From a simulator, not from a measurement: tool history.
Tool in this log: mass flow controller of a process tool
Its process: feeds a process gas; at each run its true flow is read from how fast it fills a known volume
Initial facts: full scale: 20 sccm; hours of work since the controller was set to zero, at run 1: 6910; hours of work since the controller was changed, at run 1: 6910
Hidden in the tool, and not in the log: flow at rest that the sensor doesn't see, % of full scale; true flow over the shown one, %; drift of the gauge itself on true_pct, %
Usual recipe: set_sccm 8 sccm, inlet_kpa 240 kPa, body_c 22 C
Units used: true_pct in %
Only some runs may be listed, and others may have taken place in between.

run	day	set_sccm	inlet_kpa	body_c	hours of work since the controller was set to zero	hours of work since the controller was changed	true_pct
1	0.000	8	240	22	6910	6910	97.81
2	12.054	8	240	38	7043	7043	98.85
3	21.000	8	240	38	7142	7142	98.84
4	28.308	8	240	38	7223	7223	98.79
5	44.588	8	201	22	7402	7402	97.82
6	59.362	8	201	22	7566	7566	97.74
7	71.712	8	171	34	7702	7702	98.71
8	82.504	3	181	33	7821	7821	97.82
9	92.346	3	205	35	7930	7930	97.88
10	104.217	3	205	35	8061	8061	97.86

5 ways to go on from here, each from the tool as it stands after run 10. What would each give?
A	111.346	11	223	30	8140	8140	?
B	111.346	8	240	35	8140	8140	?
C	111.346	6	240	31	8140	8140	?
D	111.346	3	234	35	8140	8140	?
E	111.346	20	203	32	8140	8140	?

run	true_pct
A	98.61
B	98.44
C	97.88
D	97.73
E	100.07
Without the tool's unlogged condition, the same runs would have read:
run	true_pct
A	98.89
B	98.72
C	98.15
D	97.99
E	100.37
